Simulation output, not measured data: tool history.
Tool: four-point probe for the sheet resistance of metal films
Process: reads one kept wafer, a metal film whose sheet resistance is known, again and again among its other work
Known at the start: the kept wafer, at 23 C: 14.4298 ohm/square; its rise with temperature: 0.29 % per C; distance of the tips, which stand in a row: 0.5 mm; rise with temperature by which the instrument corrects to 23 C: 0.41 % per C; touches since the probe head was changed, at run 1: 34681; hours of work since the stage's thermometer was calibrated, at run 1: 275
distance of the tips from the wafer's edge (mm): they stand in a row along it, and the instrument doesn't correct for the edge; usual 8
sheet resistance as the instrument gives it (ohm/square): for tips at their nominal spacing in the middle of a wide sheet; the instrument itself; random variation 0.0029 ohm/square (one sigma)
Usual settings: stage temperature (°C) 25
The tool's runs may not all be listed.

run	hour	stage temperature (°C)	distance of the tips from the wafer's edge (mm)	touches since the probe head was changed	hours of work since the stage's thermometer was calibrated	sheet resistance as the instrument gives it (ohm/square)
1	0.0	25	8	34681	275	14.404117
2	67.9	25	8	37188	315	14.401842
3	99.8	25	10	38365	334	14.386586
4	136.3	25	10	39713	356	14.381999
5	164.2	25	10	40741	372	14.385572
6	201.0	25	8	42098	394	14.393737
7	254.9	25	8	44090	426	14.397776
8	289.0	25	8	45349	447	14.392413
9	338.1	25	8	47161	476	14.391112
10	370.5	25	27	48358	495	14.363825
11	432.6	25	27	50649	532	14.359453
12	478.0	25	27	52326	559	14.361105
13	533.5	30	26	54372	592	14.276686
14	562.2	22	25	55434	609	14.405824
15	605.1	35	18	57016	634	14.201836
16	663.6	19	13	59177	669	14.461993
17	692.7	24	28	60251	686	14.365556
18	727.9	25	9	61550	707	14.372077
19	761.1	24	13	62774	727	14.375461
20	790.4	20	32	63856	745	14.433863
21	826.3	20	22	65183	766	14.437246

Forecast each of these 3 alternatives for the next run:
A	856.9	25	19	66310	784	?
B	856.9	22	4	66310	784	?
C	856.9	30	22	66310	784	?

run	sheet resistance as the instrument gives it (ohm/square)
A	14.349982
B	14.521169
C	14.266632
Without the tool's hidden state the same runs would have given:
run	sheet resistance as the instrument gives it (ohm/square)
A	14.402677
B	14.574525
C	14.318924
